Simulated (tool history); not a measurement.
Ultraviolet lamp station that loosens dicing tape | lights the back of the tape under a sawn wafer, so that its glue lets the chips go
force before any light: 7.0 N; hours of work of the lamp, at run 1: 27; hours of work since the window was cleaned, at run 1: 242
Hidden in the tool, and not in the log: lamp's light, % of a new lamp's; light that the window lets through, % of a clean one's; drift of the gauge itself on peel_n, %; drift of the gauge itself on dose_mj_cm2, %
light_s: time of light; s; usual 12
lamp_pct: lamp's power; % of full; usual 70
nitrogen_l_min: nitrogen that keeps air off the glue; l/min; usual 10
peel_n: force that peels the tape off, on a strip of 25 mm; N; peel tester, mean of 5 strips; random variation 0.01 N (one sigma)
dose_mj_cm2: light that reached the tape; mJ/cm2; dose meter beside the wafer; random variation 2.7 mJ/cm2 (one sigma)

run	hour	light_s	lamp_pct	nitrogen_l_min	hours of work of the lamp	hours of work since the window was cleaned	peel_n	dose_mj_cm2
1	0	12	70	10	27	242	0.482	343
2	8.3	12	70	10	32	247	0.484	333
3	14.6	12	70	10	36	251	0.471	337
4	25.3	12	70	10	43	257	0.49	337
5	35.3	12	70	10	49	264	0.512	334
6	45.1	12	70	10	55	270	0.52	332
7	53.5	12	70	18	60	275	0.414	335
8	63.9	12	70	18	67	282	0.412	333
9	70.4	18	70	10	71	286	0.278	496
10	81.3	18	70	10	78	293	0.278	501
11	87.5	12	70	16	82	297	0.443	329
12	97.6	12	70	16	88	303	0.424	328
13	106.3	22	70	16	94	308	0.237	604
# hour 107.6: window cleaned of glue's vapour
14	117.1	12	70	10	100	6	0.519	320
15	126.5	12	70	10	106	12	0.506	324
16	136	12	70	10	112	18	0.533	321
# hour 139.2: window cleaned of glue's vapour, once more
17	144.5	12	93	10	117	3	0.316	457
18	152.4	12	93	13	122	8	0.3	452
19	159.3	12	93	13	126	13	0.303	441
20	168.2	12	93	13	132	18	0.297	447
21	176	9	65	18	137	23	0.798	232
22	185.1	22	65	9	143	29	0.267	563
23	192.8	21	85	4	147	34	0.259	710
24	203.8	14	71	3	154	41	0.668	392
25	212.1	14	76	15	160	46	0.306	422
26	220.1	8	88	18	165	51	0.552	275
27	228.7	12	77	8	170	56	0.501	361
28	233.2	23	77	8	173	59	0.234	696
29	243.6	16	70	10	179	66	0.319	437
30	249.2	12	70	19	183	69	0.41	326
31	259.5	12	70	19	189	76	0.432	326
32	264.1	6	65	19	192	79	1.521	150

Run 33 comes next. What will it give?
33	271.3	6	70	10	197	83	?	?

Run 33 gave peel_n 1.578 N, dose_mj_cm2 162 mJ/cm2.
Without the tool's hidden state the same run would have given peel_n 1.348 N, dose_mj_cm2 181 mJ/cm2.
